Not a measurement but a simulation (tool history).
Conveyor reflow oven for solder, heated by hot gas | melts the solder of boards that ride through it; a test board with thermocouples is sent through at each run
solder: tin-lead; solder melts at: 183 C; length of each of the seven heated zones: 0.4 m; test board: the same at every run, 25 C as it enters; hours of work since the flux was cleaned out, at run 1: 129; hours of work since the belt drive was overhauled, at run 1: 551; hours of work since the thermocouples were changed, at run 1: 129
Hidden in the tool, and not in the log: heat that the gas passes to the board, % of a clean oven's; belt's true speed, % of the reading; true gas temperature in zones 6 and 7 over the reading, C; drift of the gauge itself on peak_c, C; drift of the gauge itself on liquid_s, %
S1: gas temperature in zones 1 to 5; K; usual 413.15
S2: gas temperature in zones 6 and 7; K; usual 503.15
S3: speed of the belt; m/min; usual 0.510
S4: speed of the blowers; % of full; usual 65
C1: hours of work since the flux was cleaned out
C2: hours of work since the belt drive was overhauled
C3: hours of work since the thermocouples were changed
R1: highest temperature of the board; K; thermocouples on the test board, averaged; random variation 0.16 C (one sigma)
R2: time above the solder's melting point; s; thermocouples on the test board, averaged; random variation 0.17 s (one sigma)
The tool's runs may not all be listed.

| run | day | S1 | S2 | S3 | S4 | C1 | C2 | C3 | R1 | R2 |
|---|---|---|---|---|---|---|---|---|---|---|
| 1 | 0.000 | 413.15 | 503.15 | 0.510 | 65 | 129 | 551 | 129 | 487.65 | 70.0 |
| 2 | 2.100 | 413.15 | 503.15 | 0.510 | 65 | 163 | 585 | 163 | 487.75 | 69.4 |
| 3 | 4.038 | 413.15 | 503.15 | 0.510 | 65 | 195 | 617 | 195 | 487.45 | 69.5 |
| 4 | 6.542 | 426.15 | 503.15 | 0.510 | 65 | 235 | 657 | 235 | 489.35 | 78.2 |
| 5 | 7.950 | 426.15 | 503.15 | 0.510 | 65 | 258 | 680 | 258 | 489.25 | 78.2 |
| 6 | 10.067 | 426.15 | 503.15 | 0.510 | 65 | 293 | 714 | 293 | 488.95 | 77.7 |
| 7 | 12.312 | 426.15 | 503.15 | 0.510 | 65 | 329 | 751 | 329 | 488.85 | 77.8 |
|  | 15.188 | flux residue cleaned out of gas plates and filters |
| 8 | 15.188 | 402.15 | 503.15 | 0.510 | 65 | 0 | 794 | 372 | 486.15 | 64.1 |
| 9 | 17.396 | 402.15 | 503.15 | 0.510 | 65 | 36 | 830 | 408 | 486.05 | 63.6 |
| 10 | 19.388 | 402.15 | 503.15 | 0.510 | 65 | 68 | 862 | 440 | 486.15 | 63.6 |
| 11 | 21.975 | 402.15 | 503.15 | 0.510 | 65 | 110 | 904 | 482 | 485.75 | 63.3 |
| 12 | 24.092 | 427.15 | 503.15 | 0.510 | 65 | 144 | 938 | 516 | 489.95 | 79.4 |
| 13 | 26.071 | 427.15 | 503.15 | 0.510 | 65 | 176 | 970 | 548 | 489.75 | 79.3 |
| 14 | 28.383 | 419.15 | 504.15 | 0.510 | 65 | 214 | 1008 | 586 | 488.55 | 74.1 |
| 15 | 31.154 | 419.15 | 504.15 | 0.510 | 65 | 259 | 1052 | 631 | 488.95 | 74.0 |
| 16 | 33.104 | 427.15 | 503.15 | 0.458 | 65 | 290 | 1084 | 662 | 491.45 | 91.3 |
| 17 | 34.329 | 419.15 | 503.15 | 0.458 | 55 | 310 | 1104 | 682 | 488.45 | 82.9 |
| 18 | 35.742 | 413.15 | 503.15 | 0.582 | 77 | 333 | 1127 | 705 | 484.55 | 57.8 |
| 19 | 37.208 | 413.15 | 510.15 | 0.510 | 65 | 357 | 1151 | 729 | 492.55 | 74.6 |
|  | 37.592 | belt drive overhauled, speed set with a stopwatch |
|  | 38.588 | flux residue cleaned out of gas plates and filters |
|  | 38.671 | thermocouples of zones 6 and 7 changed |
| 20 | 39.542 | 417.15 | 507.15 | 0.420 | 75 | 14 | 27 | 14 | 498.55 | 99.2 |
| 21 | 41.988 | 417.15 | 513.15 | 0.425 | 74 | 54 | 66 | 54 | 503.55 | 101.5 |
| 22 | 44.733 | 424.15 | 507.15 | 0.582 | 80 | 98 | 111 | 98 | 492.25 | 68.6 |
| 23 | 46.775 | 421.15 | 507.15 | 0.565 | 80 | 131 | 144 | 131 | 492.15 | 69.5 |
| 24 | 48.508 | 421.15 | 507.15 | 0.565 | 80 | 159 | 172 | 159 | 492.05 | 69.6 |
| 25 | 50.204 | 413.15 | 512.15 | 0.491 | 72 | 187 | 200 | 187 | 497.45 | 81.5 |
| 26 | 52.338 | 413.15 | 503.15 | 0.476 | 65 | 221 | 234 | 221 | 488.95 | 76.1 |

Measured less the same run without the tool's hidden state. The same run-to-run variation is in both; the gauge's scatter may not be:
| run | R1 | R2 |
|---|---|---|
| 1 | -1.00 | -0.6 |
| 2 | -1.20 | -0.8 |
| 3 | -1.40 | -1.0 |
| 4 | -1.40 | -0.7 |
| 5 | -1.50 | -0.9 |
| 6 | -1.70 | -1.1 |
| 7 | -1.80 | -1.3 |
| 8 | -0.60 | +0.1 |
| 9 | -0.80 | -0.1 |
| 10 | -1.00 | -0.3 |
| 11 | -1.20 | -0.6 |
| 12 | -1.30 | -0.2 |
| 13 | -1.40 | -0.4 |
| 14 | -1.60 | -0.7 |
| 15 | -1.90 | -0.9 |
| 16 | -1.90 | -0.4 |
| 17 | -1.90 | -1.0 |
| 18 | -2.60 | -2.0 |
| 19 | -2.50 | -1.3 |
| 20 | -0.70 | -0.6 |
| 21 | -1.00 | -0.6 |
| 22 | -1.20 | -0.9 |
| 23 | -1.50 | -1.1 |
| 24 | -1.70 | -1.3 |
| 25 | -1.80 | -1.3 |
| 26 | -1.80 | -1.9 |

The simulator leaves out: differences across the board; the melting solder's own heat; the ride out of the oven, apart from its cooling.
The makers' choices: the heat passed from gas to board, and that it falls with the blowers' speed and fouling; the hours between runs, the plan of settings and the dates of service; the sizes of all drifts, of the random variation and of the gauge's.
